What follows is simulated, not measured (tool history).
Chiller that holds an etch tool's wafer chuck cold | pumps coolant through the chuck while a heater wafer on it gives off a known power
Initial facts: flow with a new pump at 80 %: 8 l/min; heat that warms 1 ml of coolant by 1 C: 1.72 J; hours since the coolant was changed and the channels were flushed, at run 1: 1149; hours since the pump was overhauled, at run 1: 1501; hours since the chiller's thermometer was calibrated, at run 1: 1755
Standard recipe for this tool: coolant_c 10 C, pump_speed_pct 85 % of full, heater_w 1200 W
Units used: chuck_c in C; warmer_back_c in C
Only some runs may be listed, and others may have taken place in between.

| run | hour | coolant_c | pump_speed_pct | heater_w | hours since the coolant was changed and the channels were flushed | hours since the pump was overhauled | hours since the chiller's thermometer was calibrated | chuck_c | warmer_back_c |
|---|---|---|---|---|---|---|---|---|---|
| 1 | 0 | 10 | 85 | 1200 | 1149 | 1501 | 1755 | 24 | 5.03 |
| 2 | 16.9 | 10 | 85 | 1200 | 1166 | 1518 | 1772 | 24 | 5 |
| 3 | 33.5 | 19 | 85 | 1200 | 1183 | 1534 | 1789 | 33 | 5.03 |
| 4 | 65.7 | 10 | 75 | 1200 | 1215 | 1566 | 1821 | 25.9 | 5.69 |
| 5 | 88.5 | 10 | 75 | 1200 | 1238 | 1589 | 1844 | 25.9 | 5.66 |
| 6 | 116.8 | 10 | 75 | 1200 | 1266 | 1617 | 1872 | 25.8 | 5.69 |
| 7 | 141.9 | 10 | 85 | 1200 | 1291 | 1643 | 1897 | 24.3 | 5.05 |
| 8 | 178.8 | 10 | 85 | 753 | 1328 | 1679 | 1934 | 19.1 | 3.16 |
| 9 | 203 | 17 | 85 | 1200 | 1352 | 1704 | 1958 | 31.2 | 5.05 |
| 10 | 238.5 | 17 | 85 | 1200 | 1388 | 1739 | 1994 | 31.4 | 5.06 |
| 11 | 255.1 | 10 | 85 | 1200 | 1404 | 1756 | 2010 | 24.4 | 5.02 |
| 12 | 285.8 | 10 | 85 | 1200 | 1435 | 1786 | 2041 | 24.4 | 5.05 |
| 13 | 308.8 | 10 | 85 | 1200 | 1458 | 1809 | 2064 | 24.3 | 5.04 |
|  | 342.5 | chiller's thermometer calibrated |
| 14 | 344.7 | 10 | 85 | 1200 | 1493 | 1844 | 2 | 24.7 | 5.08 |
| 15 | 361.7 | 10 | 85 | 860 | 1510 | 1861 | 19 | 20.9 | 3.71 |
| 16 | 399.4 | 10 | 85 | 860 | 1548 | 1899 | 57 | 21 | 3.67 |

The next listed run, before its measurement:
| 17 | 426.5 | 10 | 85 | 860 | 1575 | 1926 | 84 | ? | ? |

For run 17 the tool returned chuck_c 21 C, warmer_back_c 3.66 C.
Without the tool's hidden state the same run would have given chuck_c 19 C, warmer_back_c 3.57 C.
